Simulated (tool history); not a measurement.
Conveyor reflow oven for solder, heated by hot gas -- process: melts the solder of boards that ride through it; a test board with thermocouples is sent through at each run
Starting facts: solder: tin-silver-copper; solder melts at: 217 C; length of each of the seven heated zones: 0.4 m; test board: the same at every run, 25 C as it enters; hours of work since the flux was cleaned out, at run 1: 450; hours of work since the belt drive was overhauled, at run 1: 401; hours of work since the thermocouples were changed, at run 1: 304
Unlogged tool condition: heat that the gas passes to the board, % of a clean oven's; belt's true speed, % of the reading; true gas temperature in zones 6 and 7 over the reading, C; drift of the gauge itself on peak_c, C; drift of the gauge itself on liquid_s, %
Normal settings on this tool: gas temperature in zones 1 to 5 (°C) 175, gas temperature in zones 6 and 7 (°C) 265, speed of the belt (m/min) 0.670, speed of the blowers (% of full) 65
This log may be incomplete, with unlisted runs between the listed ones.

run	hour	gas temperature in zones 1 to 5 (°C)	gas temperature in zones 6 and 7 (°C)	speed of the belt (m/min)	speed of the blowers (% of full)	hours of work since the flux was cleaned out	hours of work since the belt drive was overhauled	hours of work since the thermocouples were changed	highest temperature of the board (°C)	time above the solder's melting point (s)
1	0.0	175	265	0.670	65	450	401	304	246.2	49.4
2	11.4	175	265	0.670	52	455	406	310	242.4	44.5
3	22.8	175	265	0.670	52	460	412	315	242.5	44.6
4	32.0	175	265	0.670	52	465	416	319	242.7	44.5
5	48.1	175	272	0.670	52	472	424	327	248.1	49.8
6	66.4	175	265	0.670	65	481	432	336	246.2	48.5
7	77.0	175	265	0.670	65	486	437	341	246.0	48.7
8	87.1	175	265	0.670	65	490	442	345	246.3	48.6
# hour 95.3: flux residue cleaned out of gas plates and filters
9	107.2	189	265	0.670	65	6	449	352	251.0	59.1
10	124.4	189	265	0.670	53	14	457	360	247.5	55.9
11	132.6	189	265	0.670	53	17	461	364	247.4	55.9
12	147.1	175	265	0.670	53	24	468	371	244.5	47.4
13	162.3	175	265	0.615	53	31	475	378	247.3	55.5
14	171.1	175	267	0.670	65	35	479	382	250.3	52.6
15	189.7	175	265	0.670	65	44	488	391	247.9	51.1
16	198.1	183	270	0.772	65	48	492	395	249.3	46.7
17	212.9	183	270	0.772	65	55	498	402	249.6	46.9
18	226.0	178	264	0.670	65	61	505	408	247.3	51.8
19	236.2	178	264	0.670	65	66	509	413	247.7	52.1
20	251.8	175	265	0.640	67	73	517	420	250.0	55.5
21	267.7	166	275	0.788	84	81	524	427	253.7	44.3
22	276.6	166	275	0.788	84	85	528	432	253.6	43.9
23	293.4	169	254	0.630	56	93	536	440	236.3	40.2
24	307.4	175	265	0.730	65	99	543	446	245.1	43.6
25	317.1	175	265	0.730	65	104	547	451	244.8	43.4
26	336.0	175	255	0.670	73	113	556	459	240.8	45.8
27	350.3	164	268	0.689	65	119	563	466	247.3	44.8
28	366.0	169	271	0.689	65	127	570	473	249.9	48.9
29	375.3	169	271	0.689	65	131	575	478	250.4	49.0
30	393.0	172	272	0.689	65	139	583	486	252.1	50.7

How would selected steps in highest temperature of the board (°C) from run to run divide? Give the signed amount a tool lacking its hidden state would still show from settings, what came in and random variation, and the signed amount left for the hidden state, including any gauge scatter that is not in both of the compared results.
Run 1 -> 2: speed of the blowers (% of full) 65 -> 52. highest temperature of the board (°C) -3.8: hidden state +0.3, all else -4.1.
Run 4 -> 5: gas temperature in zones 6 and 7 (°C) 265 -> 272. highest temperature of the board (°C) +5.4: hidden state -0.3, all else +5.7.
Run 8 -> 9: gas temperature in zones 1 to 5 (°C) 175 -> 189, flux residue cleaned out of gas plates and filters. highest temperature of the board (°C) +4.7: hidden state +2.5, all else +2.2.
Run 22 -> 23: gas temperature in zones 1 to 5 (°C) 166 -> 169, gas temperature in zones 6 and 7 (°C) 275 -> 254, speed of the belt (m/min) 0.788 -> 0.630, speed of the blowers (% of full) 84 -> 56. highest temperature of the board (°C) -17.3: hidden state +0.3, all else -17.6.
Run 23 -> 24: gas temperature in zones 1 to 5 (°C) 169 -> 175, gas temperature in zones 6 and 7 (°C) 254 -> 265, speed of the belt (m/min) 0.630 -> 0.730, speed of the blowers (% of full) 56 -> 65. highest temperature of the board (°C) +8.8: hidden state -0.1, all else +8.9.
Run 26 -> 27: gas temperature in zones 1 to 5 (°C) 175 -> 164, gas temperature in zones 6 and 7 (°C) 255 -> 268, speed of the belt (m/min) 0.670 -> 0.689, speed of the blowers (% of full) 73 -> 65. highest temperature of the board (°C) +6.5: hidden state -0.1, all else +6.6.
